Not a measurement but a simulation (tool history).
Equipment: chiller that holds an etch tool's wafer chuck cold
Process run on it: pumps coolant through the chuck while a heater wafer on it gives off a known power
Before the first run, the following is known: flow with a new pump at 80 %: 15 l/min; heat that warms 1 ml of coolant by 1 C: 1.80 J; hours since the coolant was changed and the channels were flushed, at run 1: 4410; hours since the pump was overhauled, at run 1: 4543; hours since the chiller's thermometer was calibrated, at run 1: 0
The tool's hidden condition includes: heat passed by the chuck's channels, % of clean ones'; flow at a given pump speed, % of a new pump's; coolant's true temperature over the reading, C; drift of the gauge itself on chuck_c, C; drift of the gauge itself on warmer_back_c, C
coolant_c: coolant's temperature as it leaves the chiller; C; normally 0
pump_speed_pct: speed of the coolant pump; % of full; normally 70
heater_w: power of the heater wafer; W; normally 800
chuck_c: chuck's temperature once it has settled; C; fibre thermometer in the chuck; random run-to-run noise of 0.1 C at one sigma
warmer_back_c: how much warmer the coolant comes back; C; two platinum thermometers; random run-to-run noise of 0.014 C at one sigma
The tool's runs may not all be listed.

run      day  coolant_c  pump_speed_pct  heater_w  hours since the coolant was changed and the channels were flushed  hours since the pump was overhauled  hours since the chiller's thermometer was calibrated  chuck_c  warmer_back_c
  1    0.000          0              70       800                                                               4410                                 4543                                                     0      9.6           2.08
  2    3.062          2              70       800                                                               4484                                 4617                                                    74     11.5           2.08
  3    6.850          0              93       800                                                               4574                                 4707                                                   164      7.3           1.53
  4   10.888          0              93       800                                                               4671                                 4804                                                   261      7.4           1.56
  5   13.850          0              93       800                                                               4743                                 4876                                                   332      7.2           1.56
  6   17.950          0              93       800                                                               4841                                 4974                                                   431      7.4           1.55
  7   21.079          0              80       800                                                               4916                                 5049                                                   506      8.5           1.86
  8   25.254          0              80       800                                                               5016                                 5149                                                   606      8.5           1.89
  9   27.525          5              70       800                                                               5071                                 5204                                                   661     14.7           2.19
 10   31.479          5              70       800                                                               5166                                 5299                                                   755     14.6           2.21
 11   34.171          0              70       800                                                               5230                                 5363                                                   820      9.6           2.20
 12   37.996          0              97       800                                                               5322                                 5455                                                   912      6.8           1.59
 13   42.046          0              97       800                                                               5419                                 5552                                                  1009      7.2           1.57
 14   46.088          0              97       800                                                               5516                                 5649                                                  1106      6.9           1.62
 15   49.208          0              73       800                                                               5591                                 5724                                                  1181      9.3           2.19
 16   52.904          0              70       995                                                               5680                                 5813                                                  1270     11.9           2.81
 17   57.208         -7              88       752                                                               5783                                 5916                                                  1373      0.2           1.75
 18   59.479         -7              88       752                                                               5838                                 5971                                                  1427      0.5           1.75
 19   63.904         -7              88       752                                                               5944                                 6077                                                  1534      0.2           1.76
 20   69.021          0              67       932                                                               6067                                 6200                                                  1657     11.7           2.80
 21   74.025        -10              67       935                                                               6187                                 6320                                                  1777      1.8           2.83
 22   76.479        -10              67       935                                                               6246                                 6379                                                  1835      1.8           2.85
      78.192  -- gauge calibrated
 23   80.583        -10              67       935                                                               6344                                 6477                                                  1934      1.6           2.57
 24   83.646        -10              67       935                                                               6418                                 6551                                                  2008      1.6           2.58
 25   88.867          0              71       530                                                               6543                                 6676                                                  2133      6.5           1.40
 26   91.446         -8              84       530                                                               6605                                 6738                                                  2195     -2.7           1.16
 27   94.596          0              70       748                                                               6680                                 6813                                                  2270      9.0           1.98
 28   97.942          0              77       924                                                               6761                                 6894                                                  2351     10.1           2.24
 29  101.592          0              70       649                                                               6848                                 6981                                                  2438      7.8           1.77
 30  105.296          0              70       649                                                               6937                                 7070                                                  2527      7.9           1.77
 31  109.992         10              86       528                                                               7050                                 7183                                                  2640     15.3           1.20

4 ways to go on from here, each from the tool as it stands after run 31. What would each give?
     111.017  -- coolant pump overhauled
  A  115.238          3              74       728                                                               7171                                  101                                                  2761        ?              ?
     111.017  -- coolant pump overhauled
  B  115.238         10              64       702                                                               7171                                  101                                                  2761        ?              ?
     111.017  -- coolant pump overhauled
  C  115.238          0              86       528                                                               7171                                  101                                                  2761        ?              ?
     111.017  -- coolant pump overhauled
  D  115.238          3              70       800                                                               7171                                  101                                                  2761        ?              ?

run  chuck_c  warmer_back_c
  A     11.4           1.90
  B     19.3           2.16
  C      4.9           1.24
  D     12.7           2.19
Had the tool no hidden state, the same runs would have come out as:
run  chuck_c  warmer_back_c
  A     11.4           1.76
  B     19.2           2.02
  C      4.9           1.09
  D     12.7           2.05
